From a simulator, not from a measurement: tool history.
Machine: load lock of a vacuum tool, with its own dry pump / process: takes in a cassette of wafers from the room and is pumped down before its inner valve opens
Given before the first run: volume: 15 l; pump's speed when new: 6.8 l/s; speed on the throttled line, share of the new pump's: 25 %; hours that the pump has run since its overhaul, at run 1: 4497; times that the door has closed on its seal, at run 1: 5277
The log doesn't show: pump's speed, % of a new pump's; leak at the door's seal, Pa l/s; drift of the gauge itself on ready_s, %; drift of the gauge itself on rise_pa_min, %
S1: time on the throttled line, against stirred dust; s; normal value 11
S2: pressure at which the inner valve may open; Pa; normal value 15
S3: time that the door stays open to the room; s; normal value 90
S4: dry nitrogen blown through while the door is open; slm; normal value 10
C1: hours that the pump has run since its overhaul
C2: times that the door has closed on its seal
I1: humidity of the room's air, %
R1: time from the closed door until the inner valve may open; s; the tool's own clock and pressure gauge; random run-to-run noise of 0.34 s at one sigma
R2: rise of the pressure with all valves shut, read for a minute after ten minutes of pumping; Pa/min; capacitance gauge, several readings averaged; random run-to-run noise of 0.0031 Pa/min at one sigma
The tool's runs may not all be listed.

run 1 hour=0.0 | S1=11 S2=15 S3=90 S4=10 | C1=4497 C2=5277 | I1=43.4 | R1=30.3 R2=0.084
run 2 hour=131.6 | S1=11 S2=15 S3=28 S4=10 | C1=4629 C2=5733 | I1=47.9 | R1=30.8 R2=0.067
run 3 hour=321.9 | S1=11 S2=15 S3=90 S4=10 | C1=4819 C2=6392 | I1=42.1 | R1=30.7 R2=0.084
run 4 hour=576.2 | S1=11 S2=15 S3=90 S4=10 | C1=5074 C2=7272 | I1=46.8 | R1=30.7 R2=0.094
run 5 hour=835.5 | S1=11 S2=15 S3=90 S4=10 | C1=5333 C2=8170 | I1=47.2 | R1=30.4 R2=0.099
run 6 hour=1099.0 | S1=11 S2=15 S3=90 S4=10 | C1=5596 C2=9082 | I1=45.6 | R1=31.3 R2=0.096
run 7 hour=1220.3 | S1=11 S2=15 S3=98 S4=10 | C1=5718 C2=9502 | I1=44.8 | R1=31.4 R2=0.102
run 8 hour=1436.1 | S1=11 S2=15 S3=98 S4=10 | C1=5933 C2=10250 | I1=45.7 | R1=31.2 R2=0.108
run 9 hour=1659.0 | S1=11 S2=15 S3=98 S4=10 | C1=6156 C2=11022 | I1=46.7 | R1=31.2 R2=0.111
run 10 hour=1783.8 | S1=11 S2=15 S3=98 S4=10 | C1=6281 C2=11454 | I1=46.3 | R1=31.1 R2=0.117
run 11 hour=2044.5 | S1=11 S2=15 S3=98 S4=10 | C1=6542 C2=12356 | I1=48.2 | R1=31.4 R2=0.123
run 12 hour=2172.2 | S1=11 S2=15 S3=67 S4=10 | C1=6670 C2=12798 | I1=45.4 | R1=31.6 R2=0.111
run 13 hour=2372.7 | S1=11 S2=15 S3=237 S4=10 | C1=6870 C2=13493 | I1=43.8 | R1=32.0 R2=0.142
run 14 hour=2546.0 | S1=11 S2=15 S3=90 S4=10 | C1=7043 C2=14093 | I1=44.9 | R1=31.7 R2=0.126
run 15 hour=2789.6 | S1=11 S2=15 S3=90 S4=10 | C1=7287 C2=14936 | I1=45.9 | R1=31.9 R2=0.131
run 16 hour=3038.7 | S1=11 S2=15 S3=90 S4=10 | C1=7536 C2=15799 | I1=46.7 | R1=31.9 R2=0.137
run 17 hour=3299.2 | S1=11 S2=15 S3=90 S4=10 | C1=7797 C2=16701 | I1=41.7 | R1=32.7 R2=0.130
run 18 hour=3453.9 | S1=18 S2=15 S3=90 S4=10 | C1=7951 C2=17237 | I1=43.0 | R1=37.2 R2=0.148
run 19 hour=3618.4 | S1=18 S2=15 S3=90 S4=38 | C1=8116 C2=17806 | I1=45.3 | R1=37.6 R2=0.117
run 20 hour=3837.3 | S1=11 S2=15 S3=90 S4=19 | C1=8335 C2=18564 | I1=46.8 | R1=32.5 R2=0.138
run 21 hour=4004.2 | S1=12 S2=17 S3=90 S4=5 | C1=8502 C2=19142 | I1=42.2 | R1=33.4 R2=0.168
run 22 hour=4141.1 | S1=6 S2=16 S3=165 S4=7 | C1=8638 C2=19616 | I1=44.6 | R1=29.6 R2=0.181
run 23 hour=4324.6 | S1=17 S2=16 S3=165 S4=7 | C1=8822 C2=20251 | I1=46.3 | R1=38.0 R2=0.194
run 24 hour=4501.1 | S1=17 S2=16 S3=165 S4=7 | C1=8998 C2=20863 | I1=48.9 | R1=37.2 R2=0.198
-- hour=4678.5 dry pump taken out, an overhauled one fitted
run 25 hour=4693.3 | S1=17 S2=16 S3=165 S4=7 | C1=15 C2=21507 | I1=45.2 | R1=32.2 R2=0.198
run 26 hour=4954.6 | S1=13 S2=15 S3=90 S4=5 | C1=276 C2=22412 | I1=45.7 | R1=29.6 R2=0.193
run 27 hour=5206.4 | S1=11 S2=21 S3=90 S4=10 | C1=528 C2=23284 | I1=43.9 | R1=26.9 R2=0.186
run 28 hour=5446.4 | S1=15 S2=20 S3=215 S4=25 | C1=768 C2=24115 | I1=47.0 | R1=30.8 R2=0.199
run 29 hour=5631.6 | S1=11 S2=25 S3=90 S4=10 | C1=953 C2=24756 | I1=45.6 | R1=27.2 R2=0.203
run 30 hour=5760.6 | S1=19 S2=14 S3=61 S4=26 | C1=1082 C2=25203 | I1=50.0 | R1=34.7 R2=0.186
run 31 hour=5979.1 | S1=14 S2=12 S3=116 S4=5 | C1=1301 C2=25960 | I1=46.0 | R1=31.1 R2=0.233
run 32 hour=6224.9 | S1=14 S2=12 S3=116 S4=5 | C1=1546 C2=26810 | I1=44.7 | R1=31.7 R2=0.235
-- hour=6305.2 door's seal changed, seat wiped
run 33 hour=6447.9 | S1=11 S2=21 S3=90 S4=10 | C1=1768 C2=494 | I1=42.1 | R1=28.2 R2=0.072
run 34 hour=6638.8 | S1=11 S2=19 S3=35 S4=21 | C1=1959 C2=1155 | I1=45.7 | R1=28.7 R2=0.045
run 35 hour=6860.4 | S1=9 S2=15 S3=90 S4=10 | C1=2180 C2=1922 | I1=43.7 | R1=27.6 R2=0.076
run 36 hour=7111.6 | S1=11 S2=15 S3=90 S4=6 | C1=2432 C2=2792 | I1=42.3 | R1=29.2 R2=0.088
run 37 hour=7320.1 | S1=8 S2=11 S3=90 S4=6 | C1=2640 C2=3514 | I1=45.1 | R1=27.4 R2=0.092

Below are 4 alternative next runs, each starting from the tool's condition after run 37. Predict each:
run A hour=7578.9 | S1=8 S2=10 S3=27 S4=8 | C1=2899 C2=4410 | I1=44.8 | R1=? R2=?
run B hour=7578.9 | S1=10 S2=11 S3=90 S4=33 | C1=2899 C2=4410 | I1=43.0 | R1=? R2=?
run C hour=7578.9 | S1=11 S2=15 S3=125 S4=23 | C1=2899 C2=4410 | I1=46.0 | R1=? R2=?
run D hour=7578.9 | S1=16 S2=15 S3=90 S4=10 | C1=2899 C2=4410 | I1=43.3 | R1=? R2=?

run=A R1=28.7 R2=0.060
run=B R1=29.0 R2=0.061
run=C R1=29.3 R2=0.070
run=D R1=33.0 R2=0.080
With no hidden state in the tool, these same runs would have given:
run=A R1=27.0 R2=0.050
run=B R1=27.5 R2=0.051
run=C R1=27.8 R2=0.060
run=D R1=31.7 R2=0.070
